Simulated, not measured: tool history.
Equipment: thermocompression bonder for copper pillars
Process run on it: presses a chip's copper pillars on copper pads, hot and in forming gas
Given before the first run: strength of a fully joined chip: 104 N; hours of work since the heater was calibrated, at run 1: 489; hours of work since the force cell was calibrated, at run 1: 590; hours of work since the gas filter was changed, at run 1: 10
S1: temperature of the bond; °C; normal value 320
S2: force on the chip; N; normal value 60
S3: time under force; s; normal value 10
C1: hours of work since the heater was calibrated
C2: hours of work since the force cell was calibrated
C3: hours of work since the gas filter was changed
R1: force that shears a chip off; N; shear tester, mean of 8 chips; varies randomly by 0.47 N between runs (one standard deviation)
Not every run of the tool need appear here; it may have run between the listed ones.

Run 1, hour 0.0: usual settings; C1 489; C2 590; C3 10. Result: R1 65.3 N.
Run 2, hour 17.6: usual settings; C1 501; C2 602; C3 21. Result: R1 65.4 N.
Run 3, hour 35.3: usual settings; C1 512; C2 613; C3 33. Result: R1 65.1 N.
Run 4, hour 49.8: usual settings; C1 522; C2 623; C3 42. Result: R1 66.1 N.
Run 5, hour 69.0: usual settings but S3 5 s; C1 534; C2 635; C3 55. Result: R1 52.2 N.
Run 6, hour 91.7: usual settings but S3 5 s; C1 549; C2 650; C3 69. Result: R1 52.2 N.
Run 7, hour 112.0: usual settings but S3 5 s; C1 562; C2 663; C3 83. Result: R1 52.6 N.
Run 8, hour 122.3: usual settings but S3 5 s; C1 569; C2 670; C3 89. Result: R1 52.6 N.
Run 9, hour 142.3: usual settings; C1 582; C2 683; C3 102. Result: R1 64.4 N.
Run 10, hour 163.8: usual settings but S2 65 N; C1 596; C2 697; C3 116. Result: R1 68.4 N.
Run 11, hour 175.0: usual settings; C1 603; C2 704; C3 124. Result: R1 64.7 N.
Run 12, hour 193.3: usual settings; C1 615; C2 716; C3 135. Result: R1 65.0 N.
Run 13, hour 211.3: usual settings; C1 627; C2 728; C3 147. Result: R1 64.7 N.
Run 14, hour 227.1: usual settings but S1 321 °C; C1 637; C2 738; C3 157. Result: R1 65.6 N.
Run 15, hour 236.7: usual settings but S1 321 °C; C1 643; C2 744; C3 164. Result: R1 64.8 N.
Run 16, hour 246.6: usual settings; C1 649; C2 750; C3 170. Result: R1 64.8 N.
Run 17, hour 266.6: usual settings; C1 662; C2 763; C3 183. Result: R1 64.4 N.
Run 18, hour 287.2: usual settings but S1 321 °C; C1 676; C2 777; C3 196. Result: R1 64.6 N.
Run 19, hour 301.4: usual settings but S1 343 °C, S2 78 N, S3 17 s; C1 685; C2 786; C3 206. Result: R1 93.6 N.
Run 20, hour 321.7: usual settings but S1 319 °C, S2 51 N, S3 9 s; C1 698; C2 799; C3 219. Result: R1 55.6 N.
At hour 324.3: force cell calibrated.
Run 21, hour 345.3: usual settings but S3 17 s; C1 713; C2 14; C3 233. Result: R1 74.9 N.
Run 22, hour 365.1: usual settings but S1 322 °C, S3 13 s; C1 725; C2 26; C3 246. Result: R1 71.9 N.
Run 23, hour 379.0: usual settings but S3 14 s; C1 735; C2 36; C3 255. Result: R1 72.3 N.
Run 24, hour 393.0: usual settings but S3 14 s; C1 744; C2 45; C3 264. Result: R1 70.8 N.
Run 25, hour 403.2: usual settings but S1 328 °C, S3 6 s; C1 750; C2 51; C3 271. Result: R1 61.1 N.
Run 26, hour 413.7: usual settings but S1 328 °C, S3 6 s; C1 757; C2 58; C3 278. Result: R1 61.0 N.
Run 27, hour 435.5: usual settings but S1 291 °C, S2 66 N; C1 771; C2 72; C3 292. Result: R1 48.5 N.
At hour 440.2: force cell calibrated, once more.
Run 28, hour 451.5: usual settings but S1 323 °C, S2 36 N, S3 6 s; C1 781; C2 7; C3 301. Result: R1 36.6 N.
Run 29, hour 464.8: usual settings but S1 323 °C, S2 36 N, S3 6 s; C1 789; C2 16; C3 310. Result: R1 36.3 N.
Run 30, hour 476.0: usual settings but S1 314 °C, S2 37 N, S3 11 s; C1 797; C2 23; C3 317. Result: R1 41.7 N.
Run 31, hour 498.1: usual settings but S1 347 °C, S3 13 s; C1 811; C2 38; C3 331. Result: R1 82.5 N.
Run 32, hour 509.7: usual settings but S1 347 °C, S3 13 s; C1 818; C2 45; C3 339. Result: R1 82.2 N.
Run 33, hour 524.5: usual settings but S1 309 °C, S2 59 N; C1 828; C2 55; C3 349. Result: R1 52.6 N.
Run 34, hour 541.2: usual settings but S3 7 s; C1 839; C2 66; C3 359. Result: R1 55.3 N.
Run 35, hour 555.6: usual settings but S2 42 N, S3 9 s; C1 848; C2 75; C3 369. Result: R1 46.5 N.
Run 36, hour 567.7: usual settings but S1 294 °C, S2 42 N, S3 25 s; C1 856; C2 83; C3 377. Result: R1 47.4 N.

Each row is a separate what-if for the run after 36, all from the same tool condition, not one after another. Results?
Run A, hour 582.8: usual settings but S1 299 °C, S2 84 N, S3 11 s; C1 866; C2 93; C3 386. Result: R1 ?.
Run B, hour 582.8: usual settings but S1 321 °C, S2 42 N, S3 12 s; C1 866; C2 93; C3 386. Result: R1 ?.
Run C, hour 582.8: usual settings but S1 340 °C, S2 58 N; C1 866; C2 93; C3 386. Result: R1 ?.
Run D, hour 582.8: usual settings but S1 294 °C, S2 46 N, S3 9 s; C1 866; C2 93; C3 386. Result: R1 ?.
Run E, hour 582.8: usual settings but S1 325 °C, S2 68 N, S3 19 s; C1 866; C2 93; C3 386. Result: R1 ?.

run    R1
  A  61.8
  B  51.4
  C  72.3
  D  34.5
  E  80.5
Take away the tool's hidden state, keep each run's random variation, and the runs would have read:
run    R1
  A  66.6
  B  55.6
  C  76.9
  D  37.8
  E  85.3

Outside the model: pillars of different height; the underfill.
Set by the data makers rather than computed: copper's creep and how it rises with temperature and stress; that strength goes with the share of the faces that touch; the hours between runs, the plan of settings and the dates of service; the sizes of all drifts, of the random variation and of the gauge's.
